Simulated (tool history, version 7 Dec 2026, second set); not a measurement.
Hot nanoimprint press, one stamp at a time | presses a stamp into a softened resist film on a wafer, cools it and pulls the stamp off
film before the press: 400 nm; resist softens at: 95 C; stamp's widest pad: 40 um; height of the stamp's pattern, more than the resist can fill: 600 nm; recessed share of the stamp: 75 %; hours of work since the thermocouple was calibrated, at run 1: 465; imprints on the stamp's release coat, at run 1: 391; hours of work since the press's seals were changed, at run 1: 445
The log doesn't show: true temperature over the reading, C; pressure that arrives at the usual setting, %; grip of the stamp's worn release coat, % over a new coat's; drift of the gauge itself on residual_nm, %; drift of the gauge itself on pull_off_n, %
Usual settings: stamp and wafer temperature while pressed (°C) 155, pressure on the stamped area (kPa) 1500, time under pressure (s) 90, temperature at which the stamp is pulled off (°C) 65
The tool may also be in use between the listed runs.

run,hour,stamp and wafer temperature while pressed (°C),pressure on the stamped area (kPa),time under pressure (s),temperature at which the stamp is pulled off (°C),hours of work since the thermocouple was calibrated,imprints on the stamp's release coat,hours of work since the press's seals were changed,resist left under the stamp's widest pad (Å),greatest force while the stamp is pulled off (N)
1,0,155,1500,90,65,465,391,445,2188,112
2,22.1,155,1500,90,65,477,459,457,2223,111
# hour 35.9: plate thermocouple calibrated
3,46.7,155,1220,90,65,6,526,469,2317,116
4,64.3,155,1220,90,65,16,580,479,2339,114
5,80.7,155,1500,90,65,25,631,488,2175,123
6,104.6,155,1220,70,65,38,705,501,2495,121
7,127.1,147,1060,45,53,51,774,513,3397,143

The next listed run, before its measurement:
8,142.4,155,2390,90,67,59,821,522,?,?

resist left under the stamp's widest pad (Å): 1722
greatest force while the stamp is pulled off (N): 121
Without the tool's hidden state the same run would have given resist left under the stamp's widest pad (Å) 1651, greatest force while the stamp is pulled off (N) 92.
